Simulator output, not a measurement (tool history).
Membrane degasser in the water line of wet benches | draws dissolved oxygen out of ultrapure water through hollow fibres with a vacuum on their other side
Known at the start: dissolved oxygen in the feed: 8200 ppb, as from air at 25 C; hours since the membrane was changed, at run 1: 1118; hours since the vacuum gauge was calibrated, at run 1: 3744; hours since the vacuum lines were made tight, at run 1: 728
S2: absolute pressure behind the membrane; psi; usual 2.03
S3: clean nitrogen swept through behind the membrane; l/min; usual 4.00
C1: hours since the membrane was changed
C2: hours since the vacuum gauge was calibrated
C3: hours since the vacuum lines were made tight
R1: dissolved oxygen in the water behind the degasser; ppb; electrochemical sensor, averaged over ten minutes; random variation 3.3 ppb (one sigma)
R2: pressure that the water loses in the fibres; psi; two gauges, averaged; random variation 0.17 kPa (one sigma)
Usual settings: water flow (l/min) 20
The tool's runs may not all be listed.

Run 1, hour 0.0: usual settings; C1 1118; C2 3744; C3 728. Result: R1 331.3 ppb, R2 4.305 psi.
Run 2, hour 32.3: usual settings; C1 1150; C2 3777; C3 760. Result: R1 331.3 ppb, R2 4.350 psi.
Run 3, hour 96.1: usual settings; C1 1214; C2 3841; C3 824. Result: R1 324.0 ppb, R2 4.311 psi.
Run 4, hour 136.8: usual settings; C1 1255; C2 3881; C3 864. Result: R1 333.0 ppb, R2 4.297 psi.
Run 5, hour 186.2: usual settings; C1 1304; C2 3931; C3 914. Result: R1 328.0 ppb, R2 4.357 psi.
Run 6, hour 220.4: usual settings; C1 1338; C2 3965; C3 948. Result: R1 329.7 ppb, R2 4.379 psi.
Run 7, hour 250.5: usual settings; C1 1368; C2 3995; C3 978. Result: R1 335.9 ppb, R2 4.344 psi.
Run 8, hour 311.6: usual settings but S2 1.81 psi; C1 1429; C2 4056; C3 1039. Result: R1 315.4 ppb, R2 4.377 psi.
Run 9, hour 346.3: usual settings; C1 1464; C2 4091; C3 1074. Result: R1 337.2 ppb, R2 4.360 psi.
Run 10, hour 401.4: usual settings but water flow (l/min) 14; C1 1519; C2 4146; C3 1129. Result: R1 180.2 ppb, R2 3.047 psi.
Run 11, hour 451.8: usual settings but S2 4.53 psi, S3 3.44 l/min; C1 1570; C2 4196; C3 1179. Result: R1 565.7 ppb, R2 4.358 psi.
Run 12, hour 507.6: usual settings but water flow (l/min) 16, S3 1.81 l/min; C1 1625; C2 4252; C3 1235. Result: R1 343.8 ppb, R2 3.468 psi.
At hour 522.7: vacuum gauge calibrated.
Run 13, hour 566.6: usual settings but S2 2.16 psi, S3 1.81 l/min; C1 1684; C2 44; C3 1294. Result: R1 486.1 ppb, R2 4.324 psi.
Run 14, hour 614.2: usual settings but S2 2.15 psi, S3 9.93 l/min; C1 1732; C2 91; C3 1341. Result: R1 263.3 ppb, R2 4.357 psi.
Run 15, hour 649.0: usual settings but water flow (l/min) 15; C1 1766; C2 126; C3 1376. Result: R1 203.3 ppb, R2 3.276 psi.
Run 16, hour 691.8: usual settings but water flow (l/min) 15; C1 1809; C2 169; C3 1419. Result: R1 205.2 ppb, R2 3.289 psi.
Run 17, hour 721.5: usual settings but water flow (l/min) 12, S2 3.10 psi, S3 6.22 l/min; C1 1839; C2 199; C3 1449. Result: R1 142.0 ppb, R2 2.582 psi.

Forecast each of these 4 alternatives for the next run:
Run A, hour 755.3: usual settings but water flow (l/min) 22, S3 5.36 l/min; C1 1873; C2 233; C3 1482. Result: R1 ?, R2 ?.
Run B, hour 755.3: usual settings but water flow (l/min) 15, S2 2.76 psi, S3 2.48 l/min; C1 1873; C2 233; C3 1482. Result: R1 ?, R2 ?.
Run C, hour 755.3: usual settings but water flow (l/min) 14, S2 3.77 psi, S3 9.48 l/min; C1 1873; C2 233; C3 1482. Result: R1 ?, R2 ?.
Run D, hour 755.3: usual settings but water flow (l/min) 15, S2 3.32 psi, S3 3.28 l/min; C1 1873; C2 233; C3 1482. Result: R1 ?, R2 ?.

run     R1     R2
  A  351.9  4.820
  B  330.4  3.268
  C  172.9  3.030
  D  315.3  3.246
Without the tool's hidden state the same runs would have given:
run     R1     R2
  A  346.6  4.792
  B  326.6  3.249
  C  170.0  3.012
  D  311.5  3.227
